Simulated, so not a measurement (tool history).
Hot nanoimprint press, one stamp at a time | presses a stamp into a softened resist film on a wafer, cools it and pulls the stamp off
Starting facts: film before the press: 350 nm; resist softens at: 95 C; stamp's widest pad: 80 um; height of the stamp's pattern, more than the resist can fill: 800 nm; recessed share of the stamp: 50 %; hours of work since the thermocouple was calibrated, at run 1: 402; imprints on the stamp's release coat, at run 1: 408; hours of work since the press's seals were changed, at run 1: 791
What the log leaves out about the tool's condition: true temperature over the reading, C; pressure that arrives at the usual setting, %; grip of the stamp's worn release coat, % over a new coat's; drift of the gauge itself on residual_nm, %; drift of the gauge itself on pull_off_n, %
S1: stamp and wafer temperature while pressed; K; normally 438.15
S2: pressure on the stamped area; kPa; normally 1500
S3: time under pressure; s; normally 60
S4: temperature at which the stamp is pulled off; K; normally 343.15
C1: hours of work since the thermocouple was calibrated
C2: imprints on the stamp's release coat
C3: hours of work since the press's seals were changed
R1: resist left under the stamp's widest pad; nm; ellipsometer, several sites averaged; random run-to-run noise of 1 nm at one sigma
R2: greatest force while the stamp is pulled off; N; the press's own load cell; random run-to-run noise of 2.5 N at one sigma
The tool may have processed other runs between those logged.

run,day,S1,S2,S3,S4,C1,C2,C3,R1,R2
1,0.000,438.15,1500,60,343.15,402,408,791,150.5,139
# day 1.779: plate thermocouple calibrated
2,2.296,438.15,1500,60,343.15,10,639,832,154.1,151
# day 3.083: stamp cleaned and given a new release coat
3,3.967,438.15,1500,60,340.15,36,94,859,154.0,130
# day 5.533: plate thermocouple calibrated, once more
4,5.779,438.15,1500,60,343.15,5,272,890,149.1,118
5,7.388,438.15,1500,60,343.15,35,443,920,148.6,127
6,8.571,438.15,1500,60,343.15,57,569,942,149.8,138
# day 9.904: stamp cleaned and given a new release coat
7,10.121,438.15,1500,60,343.15,81,23,967,151.2,117
8,12.254,438.15,1500,60,343.15,121,249,1006,152.6,125
9,14.425,438.15,1500,60,346.15,162,480,1047,152.9,124
10,16.312,438.15,1500,60,346.15,197,680,1082,152.0,133
# day 16.679: stamp cleaned and given a new release coat
11,18.621,438.15,1500,60,346.15,235,207,1121,154.1,120
12,20.812,438.15,1500,60,328.15,276,439,1162,152.3,186
13,21.779,438.15,1500,109,343.15,294,542,1180,125.5,145
# day 23.479: stamp cleaned and given a new release coat
14,24.100,438.15,1500,35,343.15,333,66,1219,186.0,118

Each row is a separate what-if for the run after 14, all from the same tool condition, not one after another. Results?
A,25.812,443.15,1630,60,350.15,365,247,1251,?,?
B,25.812,438.15,1080,115,345.15,365,247,1251,?,?
C,25.812,438.15,1150,60,338.15,365,247,1251,?,?
D,25.812,443.15,1650,35,343.15,365,247,1251,?,?

run,R1,R2
A,127.1,112
B,146.8,114
C,177.6,139
D,152.7,121
Had the tool no hidden state, the same runs would have come out as:
run,R1,R2
A,116.9,100
B,138.5,102
C,167.7,124
D,141.0,108

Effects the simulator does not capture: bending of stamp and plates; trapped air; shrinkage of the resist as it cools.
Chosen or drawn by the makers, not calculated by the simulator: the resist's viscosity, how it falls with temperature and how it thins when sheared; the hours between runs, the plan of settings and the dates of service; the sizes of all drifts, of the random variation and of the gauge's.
